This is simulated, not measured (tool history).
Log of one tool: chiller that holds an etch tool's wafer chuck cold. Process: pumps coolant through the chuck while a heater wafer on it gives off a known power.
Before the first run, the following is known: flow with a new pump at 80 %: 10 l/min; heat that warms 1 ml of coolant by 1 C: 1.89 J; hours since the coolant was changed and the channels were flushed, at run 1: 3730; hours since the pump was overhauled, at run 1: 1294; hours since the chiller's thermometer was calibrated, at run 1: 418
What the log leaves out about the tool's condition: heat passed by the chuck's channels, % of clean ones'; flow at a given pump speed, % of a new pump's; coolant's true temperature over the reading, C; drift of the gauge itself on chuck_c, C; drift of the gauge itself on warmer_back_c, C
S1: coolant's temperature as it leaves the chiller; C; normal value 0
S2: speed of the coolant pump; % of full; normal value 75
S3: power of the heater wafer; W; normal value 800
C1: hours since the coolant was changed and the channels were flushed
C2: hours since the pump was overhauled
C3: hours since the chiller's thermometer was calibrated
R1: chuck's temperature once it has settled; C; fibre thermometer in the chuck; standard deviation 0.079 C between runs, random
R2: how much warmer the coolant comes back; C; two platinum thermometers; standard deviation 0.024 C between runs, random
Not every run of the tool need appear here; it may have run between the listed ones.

{"run": 1, "hour": 0.0, "S1": 0, "S2": 75, "S3": 800, "C1": 3730, "C2": 1294, "C3": 418, "R1": 6.91, "R2": 2.75}
{"run": 2, "hour": 63.8, "S1": 0, "S2": 75, "S3": 800, "C1": 3794, "C2": 1358, "C3": 482, "R1": 6.92, "R2": 2.77}
{"run": 3, "hour": 176.7, "S1": 0, "S2": 75, "S3": 800, "C1": 3907, "C2": 1471, "C3": 595, "R1": 6.82, "R2": 2.7}
{"run": 4, "hour": 312.0, "S1": 0, "S2": 75, "S3": 800, "C1": 4042, "C2": 1606, "C3": 730, "R1": 6.76, "R2": 2.79}
{"run": 5, "hour": 425.3, "S1": 0, "S2": 75, "S3": 1176, "C1": 4156, "C2": 1720, "C3": 844, "R1": 10.15, "R2": 4.08}
{"run": 6, "hour": 553.5, "S1": 0, "S2": 75, "S3": 1176, "C1": 4284, "C2": 1848, "C3": 972, "R1": 10.17, "R2": 4.07}
{"run": 7, "hour": 667.6, "S1": 0, "S2": 75, "S3": 1176, "C1": 4398, "C2": 1962, "C3": 1086, "R1": 10.42, "R2": 4.1}
{"run": 8, "hour": 755.8, "S1": 0, "S2": 75, "S3": 1176, "C1": 4486, "C2": 2050, "C3": 1174, "R1": 10.28, "R2": 4.09}
{"run": 9, "hour": 880.9, "S1": 0, "S2": 75, "S3": 1176, "C1": 4611, "C2": 2175, "C3": 1299, "R1": 10.38, "R2": 4.12}
{"run": 10, "hour": 940.6, "S1": 4, "S2": 75, "S3": 800, "C1": 4671, "C2": 2235, "C3": 1359, "R1": 10.9, "R2": 2.81}
{"run": 11, "hour": 1033.5, "S1": 4, "S2": 75, "S3": 800, "C1": 4764, "C2": 2328, "C3": 1452, "R1": 10.93, "R2": 2.8}
{"run": 12, "hour": 1097.0, "S1": 4, "S2": 75, "S3": 800, "C1": 4827, "C2": 2391, "C3": 1515, "R1": 10.93, "R2": 2.75}
{"run": 13, "hour": 1196.4, "S1": 0, "S2": 64, "S3": 800, "C1": 4927, "C2": 2491, "C3": 1615, "R1": 7.89, "R2": 3.27}
{"run": 14, "hour": 1313.3, "S1": 0, "S2": 64, "S3": 800, "C1": 5044, "C2": 2608, "C3": 1732, "R1": 7.79, "R2": 3.3}
{"run": 15, "hour": 1415.0, "S1": 0, "S2": 64, "S3": 800, "C1": 5145, "C2": 2709, "C3": 1833, "R1": 7.9, "R2": 3.32}
{"run": 16, "hour": 1552.2, "S1": 0, "S2": 73, "S3": 800, "C1": 5282, "C2": 2847, "C3": 1970, "R1": 7.14, "R2": 2.89}
{"run": 17, "hour": 1636.6, "S1": -4, "S2": 67, "S3": 783, "C1": 5367, "C2": 2931, "C3": 2055, "R1": 3.58, "R2": 3.1}
{"run": 18, "hour": 1709.3, "S1": -4, "S2": 81, "S3": 865, "C1": 5440, "C2": 3004, "C3": 2128, "R1": 3.19, "R2": 2.75}
{"run": 19, "hour": 1772.5, "S1": 0, "S2": 73, "S3": 800, "C1": 5503, "C2": 3067, "C3": 2191, "R1": 7.24, "R2": 2.9}
{"run": 20, "hour": 1896.6, "S1": -3, "S2": 61, "S3": 1061, "C1": 5627, "C2": 3191, "C3": 2315, "R1": 8.1, "R2": 4.72}
{"run": 21, "hour": 2019.4, "S1": -3, "S2": 61, "S3": 1061, "C1": 5750, "C2": 3314, "C3": 2438, "R1": 8.15, "R2": 4.69}
{"run": 22, "hour": 2119.8, "S1": -3, "S2": 61, "S3": 1061, "C1": 5850, "C2": 3414, "C3": 2538, "R1": 8.2, "R2": 4.69}
{"run": 23, "hour": 2256.8, "S1": -3, "S2": 61, "S3": 1061, "C1": 5987, "C2": 3551, "C3": 2675, "R1": 8.14, "R2": 4.68}
{"hour": 2310.5, "done": "coolant changed, channels flushed"}
{"run": 24, "hour": 2364.2, "S1": -3, "S2": 61, "S3": 1061, "C1": 54, "C2": 3653, "C3": 2777, "R1": 6.68, "R2": 4.72}
{"run": 25, "hour": 2423.7, "S1": -3, "S2": 61, "S3": 1061, "C1": 113, "C2": 3712, "C3": 2836, "R1": 6.54, "R2": 4.75}
{"run": 26, "hour": 2488.0, "S1": 0, "S2": 75, "S3": 444, "C1": 177, "C2": 3776, "C3": 2900, "R1": 3.29, "R2": 1.59}
{"run": 27, "hour": 2625.8, "S1": 8, "S2": 75, "S3": 800, "C1": 315, "C2": 3914, "C3": 3038, "R1": 14.13, "R2": 2.81}
{"hour": 2661.9, "done": "chiller's thermometer calibrated"}
{"run": 28, "hour": 2764.7, "S1": 9, "S2": 74, "S3": 744, "C1": 453, "C2": 4052, "C3": 103, "R1": 14.98, "R2": 2.68}
{"run": 29, "hour": 2900.4, "S1": 9, "S2": 74, "S3": 744, "C1": 589, "C2": 4188, "C3": 238, "R1": 15.09, "R2": 2.65}
{"run": 30, "hour": 2977.9, "S1": 9, "S2": 95, "S3": 1196, "C1": 666, "C2": 4265, "C3": 316, "R1": 17.22, "R2": 3.29}
{"run": 31, "hour": 3109.6, "S1": 0, "S2": 75, "S3": 994, "C1": 798, "C2": 4397, "C3": 448, "R1": 8.07, "R2": 3.59}
{"run": 32, "hour": 3241.8, "S1": 3, "S2": 97, "S3": 764, "C1": 930, "C2": 4529, "C3": 580, "R1": 8.19, "R2": 2.08}

Below are 3 alternative next runs, each starting from the tool's condition after run 32. Predict each:
{"run": "A", "hour": 3325.9, "S1": 3, "S2": 90, "S3": 764, "C1": 1014, "C2": 4613, "C3": 664, "R1": "?", "R2": "?"}
{"run": "B", "hour": 3325.9, "S1": -9, "S2": 91, "S3": 1017, "C1": 1014, "C2": 4613, "C3": 664, "R1": "?", "R2": "?"}
{"run": "C", "hour": 3325.9, "S1": 8, "S2": 86, "S3": 454, "C1": 1014, "C2": 4613, "C3": 664, "R1": "?", "R2": "?"}

run=A R1=8.36 R2=2.21
run=B R1=-1.82 R2=2.96
run=C R1=11.23 R2=1.39
The same runs, with their run-to-run variation unchanged, on a tool lacking any hidden condition would have given:
run=A R1=8.14 R2=2.11
run=B R1=-2.13 R2=2.83
run=C R1=11.13 R2=1.33
